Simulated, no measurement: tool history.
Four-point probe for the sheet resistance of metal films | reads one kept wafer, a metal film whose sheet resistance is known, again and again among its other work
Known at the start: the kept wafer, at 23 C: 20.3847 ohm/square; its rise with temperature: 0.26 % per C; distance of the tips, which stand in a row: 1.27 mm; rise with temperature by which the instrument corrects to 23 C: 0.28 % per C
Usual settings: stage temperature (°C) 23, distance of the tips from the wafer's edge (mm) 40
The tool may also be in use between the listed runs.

run      day  stage temperature (°C)  distance of the tips from the wafer's edge (mm)  sheet resistance as the instrument gives it (ohm/square)
  1    0.000                      23                                               40                                                 20.395040
  2    1.896                      23                                               40                                                 20.389439
  3    4.183                      23                                               40                                                 20.394359
  4    6.350                      30                                               40                                                 20.361625
  5   10.212                      23                                               40                                                 20.402669
  6   14.162                      23                                               40                                                 20.394225
  7   17.292                      23                                                6                                                 20.862997
  8   20.071                      23                                                6                                                 20.867939
  9   23.675                      23                                                6                                                 20.859997
 10   27.888                      23                                               40                                                 20.394598
 11   30.288                      23                                               40                                                 20.394685
 12   34.054                      23                                               40                                                 20.392702
 13   38.579                      23                                               40                                                 20.384210
 14   42.150                      23                                               55                                                 20.392361
 15   45.146                      23                                               55                                                 20.394172
 16   48.354                      23                                               55                                                 20.386948
 17   50.271                      23                                               55                                                 20.390000
 18   53.892                      23                                               55                                                 20.390231
 19   57.412                      23                                               55                                                 20.398147
 20   60.412                      23                                               55                                                 20.388128
 21   63.658                      23                                               40                                                 20.387059
 22   67.558                      23                                               40                                                 20.397188
 23   70.400                      23                                               40                                                 20.399611
 24   74.925                      31                                                4                                                 21.397321
 25   78.717                      31                                                4                                                 21.399630
 26   81.212                      31                                                4                                                 21.400136
 27   84.383                      31                                                4                                                 21.398362
 28   86.946                      26                                               14                                                 20.464269
 29   89.096                      28                                                4                                                 21.404641
 30   92.058                      25                                               31                                                 20.401195
 31   96.525                      25                                               31                                                 20.390417
 32   98.954                      25                                               31                                                 20.398346
 33  102.112                      32                                               38                                                 20.361781
 34  106.038                      28                                                9                                                 20.588833
     106.454  -- stage's thermometer calibrated
 35  109.629                      23                                                7                                                 20.732932
 36  113.462                      23                                               34                                                 20.402242
 37  116.938                      28                                               25                                                 20.399133
 38  118.875                      28                                               25                                                 20.390445
 39  122.592                      28                                               25                                                 20.401183
 40  126.550                      24                                               40                                                 20.394077
 41  129.208                      23                                               62                                                 20.389344
 42  132.558                      23                                               15                                                 20.466654
 43  134.892                      21                                               20                                                 20.436654
 44  136.850                      34                                                5                                                 21.028536
 45  140.246                      34                                               36                                                 20.352935
 46  143.492                      20                                               40                                                 20.406684

3 ways to go on from here, each from the tool as it stands after run 46. What would each give?
  A  145.921                      25                                               57                                                         ?
  B  145.921                      31                                               40                                                         ?
  C  145.921                      33                                               47                                                         ?

run  sheet resistance as the instrument gives it (ohm/square)
  A                                                 20.387657
  B                                                 20.364337
  C                                                 20.356492
Without the tool's hidden state the same runs would have given:
run  sheet resistance as the instrument gives it (ohm/square)
  A                                                 20.387131
  B                                                 20.363808
  C                                                 20.355962
